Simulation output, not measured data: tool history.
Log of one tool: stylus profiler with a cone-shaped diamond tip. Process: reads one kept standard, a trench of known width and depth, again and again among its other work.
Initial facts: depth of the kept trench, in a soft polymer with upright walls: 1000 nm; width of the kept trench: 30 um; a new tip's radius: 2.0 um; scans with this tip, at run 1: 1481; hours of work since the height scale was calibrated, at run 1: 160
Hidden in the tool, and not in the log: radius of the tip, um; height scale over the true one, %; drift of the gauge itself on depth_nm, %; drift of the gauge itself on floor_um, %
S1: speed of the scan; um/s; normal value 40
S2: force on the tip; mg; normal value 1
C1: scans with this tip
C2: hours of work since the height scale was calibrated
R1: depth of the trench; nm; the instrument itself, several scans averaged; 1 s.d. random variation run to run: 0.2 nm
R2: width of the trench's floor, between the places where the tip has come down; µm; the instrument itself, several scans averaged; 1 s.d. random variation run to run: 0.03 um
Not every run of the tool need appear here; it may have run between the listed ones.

{"run": 1, "day": 0.0, "S1": 40, "S2": 1, "C1": 1481, "C2": 160, "R1": 1004.39, "R2": 25.93}
{"run": 2, "day": 2.45, "S1": 40, "S2": 1, "C1": 1707, "C2": 185, "R1": 1003.66, "R2": 25.9}
{"run": 3, "day": 4.567, "S1": 40, "S2": 1, "C1": 1902, "C2": 206, "R1": 1003.91, "R2": 25.86}
{"run": 4, "day": 6.071, "S1": 40, "S2": 1, "C1": 2041, "C2": 221, "R1": 1004.23, "R2": 25.89}
{"run": 5, "day": 8.138, "S1": 40, "S2": 1, "C1": 2232, "C2": 242, "R1": 1003.98, "R2": 25.9}
{"run": 6, "day": 10.854, "S1": 40, "S2": 1, "C1": 2483, "C2": 269, "R1": 1003.9, "R2": 25.83}
{"run": 7, "day": 12.546, "S1": 40, "S2": 0.36, "C1": 2639, "C2": 286, "R1": 1001.66, "R2": 25.57}
{"run": 8, "day": 15.233, "S1": 40, "S2": 0.36, "C1": 2887, "C2": 313, "R1": 1001.87, "R2": 25.56}
{"run": 9, "day": 16.738, "S1": 40, "S2": 1, "C1": 3026, "C2": 328, "R1": 1003.72, "R2": 25.76}
{"run": 10, "day": 18.179, "S1": 15, "S2": 1, "C1": 3159, "C2": 342, "R1": 1003.65, "R2": 25.96}
{"run": 11, "day": 20.533, "S1": 15, "S2": 1, "C1": 3376, "C2": 366, "R1": 1003.86, "R2": 25.98}
{"run": 12, "day": 22.246, "S1": 15, "S2": 1, "C1": 3534, "C2": 383, "R1": 1003.71, "R2": 26}
{"run": 13, "day": 24.083, "S1": 40, "S2": 2.51, "C1": 3704, "C2": 401, "R1": 1007.02, "R2": 25.83}
{"run": 14, "day": 25.408, "S1": 16, "S2": 2.51, "C1": 3826, "C2": 414, "R1": 1007.08, "R2": 25.97}
{"run": 15, "day": 28.162, "S1": 16, "S2": 2.51, "C1": 4080, "C2": 442, "R1": 1006.87, "R2": 25.91}
{"run": 16, "day": 30.883, "S1": 16, "S2": 2.51, "C1": 4332, "C2": 469, "R1": 1007.45, "R2": 25.9}
{"day": 31.121, "done": "height scale calibrated on a step standard"}
{"run": 17, "day": 32.238, "S1": 44, "S2": 2.81, "C1": 4454, "C2": 11, "R1": 1007.2, "R2": 25.74}
{"run": 18, "day": 33.708, "S1": 159, "S2": 1.53, "C1": 4590, "C2": 26, "R1": 1004.43, "R2": 24.82}
{"run": 19, "day": 35.808, "S1": 40, "S2": 2.35, "C1": 4784, "C2": 47, "R1": 1006.6, "R2": 25.7}
{"run": 20, "day": 36.979, "S1": 115, "S2": 0.78, "C1": 4892, "C2": 59, "R1": 1002.57, "R2": 24.81}
{"run": 21, "day": 38.875, "S1": 115, "S2": 0.78, "C1": 5067, "C2": 78, "R1": 1002.73, "R2": 24.74}
{"run": 22, "day": 41.067, "S1": 12, "S2": 2.9, "C1": 5269, "C2": 99, "R1": 1007.68, "R2": 25.9}
{"run": 23, "day": 42.638, "S1": 59, "S2": 1.97, "C1": 5414, "C2": 115, "R1": 1005.4, "R2": 25.52}
{"run": 24, "day": 44.371, "S1": 59, "S2": 1.97, "C1": 5574, "C2": 132, "R1": 1005.37, "R2": 25.46}
{"run": 25, "day": 46.296, "S1": 35, "S2": 0.48, "C1": 5752, "C2": 152, "R1": 1001.14, "R2": 25.46}
{"day": 47.717, "done": "height scale calibrated on a step standard, once more"}
{"run": 26, "day": 48.933, "S1": 40, "S2": 1.36, "C1": 5994, "C2": 12, "R1": 1005.89, "R2": 25.58}
{"run": 27, "day": 50.458, "S1": 49, "S2": 1.71, "C1": 6134, "C2": 27, "R1": 1006.72, "R2": 25.52}
{"run": 28, "day": 51.975, "S1": 94, "S2": 1.87, "C1": 6274, "C2": 43, "R1": 1006.92, "R2": 25.22}
{"run": 29, "day": 54.121, "S1": 77, "S2": 0.65, "C1": 6472, "C2": 64, "R1": 1003.85, "R2": 24.95}
{"run": 30, "day": 55.983, "S1": 77, "S2": 0.65, "C1": 6644, "C2": 83, "R1": 1003.76, "R2": 24.97}
{"run": 31, "day": 57.892, "S1": 12, "S2": 1, "C1": 6821, "C2": 102, "R1": 1004.36, "R2": 25.67}

Below, some changes in R1 between adjacent runs. For each, the amount present without the hidden state too (settings, incoming material, random variation) and the amount remaining for the hidden state with gauge scatter not shared by both compared results:
Run 1 -> 2: nothing adjusted, nothing logged. R1 -0.73 nm: hidden state -0.05, all else -0.68.
Run 16 -> 17: S1 16 -> 44, S2 2.51 -> 2.81, height scale calibrated on a step standard. R1 -0.25 nm: hidden state -0.31, all else +0.06.
Run 21 -> 22: S1 115 -> 12, S2 0.78 -> 2.9. R1 +4.95 nm: hidden state -0.04, all else +4.99.
Run 24 -> 25: S1 59 -> 35, S2 1.97 -> 0.48. R1 -4.23 nm: hidden state -0.02, all else -4.21.
Run 25 -> 26: S1 35 -> 40, S2 0.48 -> 1.36, height scale calibrated on a step standard, once more. R1 +4.75 nm: hidden state +1.7, all else +3.05.
